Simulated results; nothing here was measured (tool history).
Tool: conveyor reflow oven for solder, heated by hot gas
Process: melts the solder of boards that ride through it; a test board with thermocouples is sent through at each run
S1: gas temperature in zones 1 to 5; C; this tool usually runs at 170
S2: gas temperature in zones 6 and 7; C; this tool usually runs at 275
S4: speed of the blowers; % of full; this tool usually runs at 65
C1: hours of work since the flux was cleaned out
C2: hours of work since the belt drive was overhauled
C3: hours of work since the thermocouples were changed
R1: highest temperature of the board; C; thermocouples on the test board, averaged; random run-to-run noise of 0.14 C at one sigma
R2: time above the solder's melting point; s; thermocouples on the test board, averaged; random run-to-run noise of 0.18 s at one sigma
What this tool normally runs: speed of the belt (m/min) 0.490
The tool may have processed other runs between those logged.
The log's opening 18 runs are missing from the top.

Run 19, hour 539.7: usual settings but S1 156 C, S2 288 C; C1 149; C2 38; C3 600. Result: R1 265.7 C, R2 57.5 s.
Run 20, hour 569.4: usual settings but S1 167 C, S2 287 C, S4 59 % of full; C1 165; C2 54; C3 617. Result: R1 264.7 C, R2 60.0 s.
Run 21, hour 585.6: usual settings but S1 177 C; C1 174; C2 63; C3 626. Result: R1 258.1 C, R2 59.9 s.
Run 22, hour 601.6: usual settings but S4 84 % of full; C1 183; C2 72; C3 635. Result: R1 261.4 C, R2 60.2 s.
Run 23, hour 622.0: usual settings but S1 168 C, speed of the belt (m/min) 0.526, S4 83 % of full; C1 194; C2 83; C3 646. Result: R1 258.7 C, R2 53.5 s.
Run 24, hour 638.7: usual settings but S1 168 C, speed of the belt (m/min) 0.482; C1 204; C2 93; C3 655. Result: R1 257.3 C, R2 57.0 s.
At hour 677.6: flux residue cleaned out of gas plates and filters.
Run 25, hour 677.6: usual settings but S4 85 % of full; C1 0; C2 111; C3 674. Result: R1 263.0 C, R2 60.9 s.
Run 26, hour 698.2: usual settings but S2 278 C, speed of the belt (m/min) 0.580; C1 11; C2 123; C3 685. Result: R1 253.7 C, R2 45.0 s.
At hour 710.8: belt drive overhauled, speed set with a stopwatch, once more.
Run 27, hour 727.2: usual settings but S2 278 C, speed of the belt (m/min) 0.580; C1 25; C2 9; C3 699. Result: R1 253.2 C, R2 44.2 s.
Run 28, hour 760.1: usual settings but S1 185 C, speed of the belt (m/min) 0.416, S4 69 % of full; C1 43; C2 27; C3 717. Result: R1 265.3 C, R2 78.6 s.
Run 29, hour 798.7: usual settings but S1 185 C, S2 274 C, speed of the belt (m/min) 0.412, S4 59 % of full; C1 65; C2 49; C3 739. Result: R1 262.7 C, R2 77.5 s.
Run 30, hour 822.1: usual settings but S1 185 C, S2 274 C, speed of the belt (m/min) 0.412, S4 59 % of full; C1 78; C2 61; C3 751. Result: R1 262.6 C, R2 77.8 s.

Below are 5 alternative next runs, each starting from the tool's condition after run 30. Predict each:
Run A, hour 845.4: usual settings but S1 185 C, S2 274 C, speed of the belt (m/min) 0.447, S4 80 % of full; C1 91; C2 74; C3 764. Result: R1 ?, R2 ?.
Run B, hour 845.4: usual settings but S1 185 C, S2 281 C, speed of the belt (m/min) 0.444, S4 60 % of full; C1 91; C2 74; C3 764. Result: R1 ?, R2 ?.
Run C, hour 845.4: usual settings but S4 53 % of full; C1 91; C2 74; C3 764. Result: R1 ?, R2 ?.
Run D, hour 845.4: usual settings but S4 64 % of full; C1 91; C2 74; C3 764. Result: R1 ?, R2 ?.
Run E, hour 845.4: usual settings but S2 273 C; C1 91; C2 74; C3 764. Result: R1 ?, R2 ?.

run     R1    R2
  A  265.0  72.9
  B  267.0  74.0
  C  253.0  52.7
  D  257.3  56.4
  E  255.5  55.1
With the hidden condition removed and each run's random variation left untouched, the same runs would have given:
run     R1    R2
  A  263.9  72.3
  B  266.0  73.4
  C  252.1  52.1
  D  256.4  55.8
  E  254.6  54.5
